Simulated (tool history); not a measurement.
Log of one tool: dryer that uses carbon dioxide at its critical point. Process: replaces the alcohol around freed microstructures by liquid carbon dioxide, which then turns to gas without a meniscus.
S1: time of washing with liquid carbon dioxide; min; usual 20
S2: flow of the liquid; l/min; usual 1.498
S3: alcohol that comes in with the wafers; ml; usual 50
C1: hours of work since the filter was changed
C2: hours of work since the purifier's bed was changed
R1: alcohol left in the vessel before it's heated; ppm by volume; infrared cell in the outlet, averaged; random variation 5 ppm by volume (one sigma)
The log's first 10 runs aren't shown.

{"hour": 307.4, "done": "inlet filter changed"}
{"run": 11, "hour": 307.4, "S1": 20, "S2": 1.498, "S3": 50, "C1": 0, "C2": 384, "R1": 109}
{"run": 12, "hour": 327.0, "S1": 20, "S2": 1.66, "S3": 50, "C1": 10, "C2": 394, "R1": 95}
{"run": 13, "hour": 351.9, "S1": 20, "S2": 1.66, "S3": 50, "C1": 23, "C2": 407, "R1": 89}
{"run": 14, "hour": 394.4, "S1": 20, "S2": 1.66, "S3": 50, "C1": 44, "C2": 428, "R1": 111}
{"run": 15, "hour": 424.5, "S1": 20, "S2": 1.66, "S3": 50, "C1": 59, "C2": 443, "R1": 110}
{"run": 16, "hour": 450.1, "S1": 20, "S2": 1.66, "S3": 50, "C1": 72, "C2": 456, "R1": 117}
{"run": 17, "hour": 486.9, "S1": 20, "S2": 1.66, "S3": 50, "C1": 91, "C2": 475, "R1": 117}
{"run": 18, "hour": 522.7, "S1": 19, "S2": 1.69, "S3": 60, "C1": 109, "C2": 493, "R1": 119}
{"run": 19, "hour": 555.4, "S1": 19, "S2": 1.69, "S3": 60, "C1": 126, "C2": 510, "R1": 119}
{"run": 20, "hour": 595.3, "S1": 19, "S2": 1.69, "S3": 60, "C1": 146, "C2": 530, "R1": 118}
{"run": 21, "hour": 625.4, "S1": 19, "S2": 1.69, "S3": 60, "C1": 161, "C2": 545, "R1": 137}
{"run": 22, "hour": 663.5, "S1": 30, "S2": 1.31, "S3": 31, "C1": 180, "C2": 564, "R1": 121}
{"run": 23, "hour": 703.1, "S1": 30, "S2": 1.7, "S3": 30, "C1": 200, "C2": 584, "R1": 116}
{"run": 24, "hour": 721.2, "S1": 28, "S2": 1.65, "S3": 72, "C1": 210, "C2": 594, "R1": 117}
{"run": 25, "hour": 751.7, "S1": 20, "S2": 2.44, "S3": 25, "C1": 225, "C2": 609, "R1": 125}
{"run": 26, "hour": 772.3, "S1": 20, "S2": 2.44, "S3": 25, "C1": 236, "C2": 620, "R1": 135}
{"run": 27, "hour": 814.3, "S1": 20, "S2": 2.44, "S3": 25, "C1": 257, "C2": 641, "R1": 128}
{"run": 28, "hour": 834.9, "S1": 19, "S2": 2.44, "S3": 76, "C1": 267, "C2": 651, "R1": 133}
{"run": 29, "hour": 870.4, "S1": 17, "S2": 2.44, "S3": 77, "C1": 285, "C2": 669, "R1": 137}
{"run": 30, "hour": 909.0, "S1": 18, "S2": 2.22, "S3": 50, "C1": 305, "C2": 689, "R1": 137}
{"run": 31, "hour": 934.1, "S1": 12, "S2": 0.96, "S3": 50, "C1": 318, "C2": 702, "R1": 1468}

Forecast each of these 5 alternatives for the next run:
{"run": "A", "hour": 969.1, "S1": 12, "S2": 1.2, "S3": 50, "C1": 335, "C2": 719, "R1": "?"}
{"run": "B", "hour": 969.1, "S1": 12, "S2": 1.34, "S3": 26, "C1": 335, "C2": 719, "R1": "?"}
{"run": "C", "hour": 969.1, "S1": 20, "S2": 1.498, "S3": 40, "C1": 335, "C2": 719, "R1": "?"}
{"run": "D", "hour": 969.1, "S1": 27, "S2": 2.09, "S3": 50, "C1": 335, "C2": 719, "R1": "?"}
{"run": "E", "hour": 969.1, "S1": 18, "S2": 1.498, "S3": 36, "C1": 335, "C2": 719, "R1": "?"}

run=A R1=852
run=B R1=424
run=C R1=175
run=D R1=144
run=E R1=193
Without the tool's hidden state the same runs would have given:
run=A R1=586
run=B R1=225
run=C R1=31
run=D R1=6
run=E R1=37
